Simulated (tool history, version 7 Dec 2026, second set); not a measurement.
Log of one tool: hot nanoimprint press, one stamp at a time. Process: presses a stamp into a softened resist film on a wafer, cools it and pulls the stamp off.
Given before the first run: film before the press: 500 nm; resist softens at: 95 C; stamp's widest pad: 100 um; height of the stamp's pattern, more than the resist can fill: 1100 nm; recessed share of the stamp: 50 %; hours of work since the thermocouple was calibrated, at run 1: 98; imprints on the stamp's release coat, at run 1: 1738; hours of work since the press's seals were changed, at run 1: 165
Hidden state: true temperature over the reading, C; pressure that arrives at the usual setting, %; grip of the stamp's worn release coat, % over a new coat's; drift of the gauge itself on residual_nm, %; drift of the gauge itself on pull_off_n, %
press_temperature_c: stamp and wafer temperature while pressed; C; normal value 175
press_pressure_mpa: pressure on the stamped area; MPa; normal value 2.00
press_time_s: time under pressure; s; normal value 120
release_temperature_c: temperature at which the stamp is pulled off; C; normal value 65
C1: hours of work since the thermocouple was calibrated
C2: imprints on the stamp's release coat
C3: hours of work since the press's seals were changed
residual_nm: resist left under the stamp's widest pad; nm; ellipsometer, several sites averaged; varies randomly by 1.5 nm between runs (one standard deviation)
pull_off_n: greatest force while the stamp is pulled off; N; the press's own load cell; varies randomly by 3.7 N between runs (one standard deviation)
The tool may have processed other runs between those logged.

Run 1, hour 0.0: usual settings; C1 98; C2 1738; C3 165. Result: residual_nm 259.3 nm, pull_off_n 248 N.
Run 2, hour 11.0: usual settings; C1 102; C2 1768; C3 169. Result: residual_nm 261.7 nm, pull_off_n 242 N.
Run 3, hour 24.0: usual settings; C1 108; C2 1802; C3 175. Result: residual_nm 260.3 nm, pull_off_n 260 N.
Run 4, hour 37.0: usual settings; C1 113; C2 1836; C3 180. Result: residual_nm 260.6 nm, pull_off_n 257 N.
Run 5, hour 50.9: usual settings; C1 118; C2 1872; C3 186. Result: residual_nm 258.3 nm, pull_off_n 249 N.
Run 6, hour 64.3: usual settings but press_pressure_mpa 1.26 MPa; C1 124; C2 1908; C3 191. Result: residual_nm 308.0 nm, pull_off_n 261 N.
Run 7, hour 77.3: usual settings but press_pressure_mpa 1.26 MPa; C1 129; C2 1942; C3 196. Result: residual_nm 310.6 nm, pull_off_n 262 N.
Run 8, hour 89.8: usual settings but release_temperature_c 61 C; C1 134; C2 1975; C3 201. Result: residual_nm 258.7 nm, pull_off_n 288 N.
Run 9, hour 101.7: usual settings; C1 139; C2 2006; C3 206. Result: residual_nm 258.8 nm, pull_off_n 258 N.
At hour 105.7: plate thermocouple calibrated.
Run 10, hour 113.0: usual settings; C1 3; C2 2028; C3 210. Result: residual_nm 262.7 nm, pull_off_n 265 N.
Run 11, hour 119.9: usual settings but press_time_s 113 s; C1 6; C2 2046; C3 212. Result: residual_nm 268.2 nm, pull_off_n 274 N.
Run 12, hour 129.7: usual settings but press_time_s 113 s; C1 10; C2 2072; C3 216. Result: residual_nm 267.1 nm, pull_off_n 265 N.
Run 13, hour 141.2: usual settings but press_time_s 113 s; C1 14; C2 2102; C3 221. Result: residual_nm 267.9 nm, pull_off_n 262 N.
Run 14, hour 156.0: usual settings but press_temperature_c 177 C, press_pressure_mpa 3.14 MPa; C1 20; C2 2141; C3 227. Result: residual_nm 197.1 nm, pull_off_n 265 N.
Run 15, hour 166.6: usual settings but press_temperature_c 177 C, press_pressure_mpa 3.14 MPa; C1 25; C2 2169; C3 231. Result: residual_nm 199.5 nm, pull_off_n 267 N.
At hour 173.1: plate thermocouple calibrated, once more.
Run 16, hour 181.8: usual settings but press_temperature_c 177 C, press_pressure_mpa 3.14 MPa; C1 4; C2 2201; C3 236. Result: residual_nm 191.9 nm, pull_off_n 261 N.
Run 17, hour 195.3: usual settings but press_temperature_c 177 C, press_pressure_mpa 3.14 MPa; C1 9; C2 2237; C3 242. Result: residual_nm 192.9 nm, pull_off_n 257 N.
Run 18, hour 208.9: usual settings but press_temperature_c 177 C, press_pressure_mpa 3.14 MPa; C1 15; C2 2272; C3 247. Result: residual_nm 192.2 nm, pull_off_n 269 N.
Run 19, hour 215.6: usual settings but press_pressure_mpa 2.17 MPa, press_time_s 136 s, release_temperature_c 58 C; C1 17; C2 2290; C3 250. Result: residual_nm 234.7 nm, pull_off_n 322 N.
Run 20, hour 225.6: usual settings but press_temperature_c 166 C, press_pressure_mpa 2.86 MPa, press_time_s 70 s, release_temperature_c 57 C; C1 21; C2 2316; C3 254. Result: residual_nm 365.2 nm, pull_off_n 330 N.
Run 21, hour 232.3: usual settings but press_temperature_c 166 C, press_pressure_mpa 1.55 MPa, press_time_s 70 s, release_temperature_c 57 C; C1 24; C2 2334; C3 257. Result: residual_nm 419.4 nm, pull_off_n 319 N.

For each run, the measured value with the value that run would have given without the tool's hidden condition subtracted. The run-to-run variation is shared by both, the gauge scatter possibly not:
run  residual_nm  pull_off_n
  1         +3.5         +70
  2         +3.6         +69
  3         +3.8         +74
  4         +3.9         +75
  5         +4.0         +74
  6         +4.2         +79
  7         +4.4         +80
  8         +4.5         +88
  9         +4.7         +80
 10         +5.8         +84
 11         +6.0         +87
 12         +6.0         +85
 13         +6.2         +84
 14         +5.4         +87
 15         +5.6         +89
 16         -0.2         +84
 17         +0.0         +84
 18         +0.2         +89
 19         +0.1        +107
 20         +0.3        +111
 21         +0.0        +108

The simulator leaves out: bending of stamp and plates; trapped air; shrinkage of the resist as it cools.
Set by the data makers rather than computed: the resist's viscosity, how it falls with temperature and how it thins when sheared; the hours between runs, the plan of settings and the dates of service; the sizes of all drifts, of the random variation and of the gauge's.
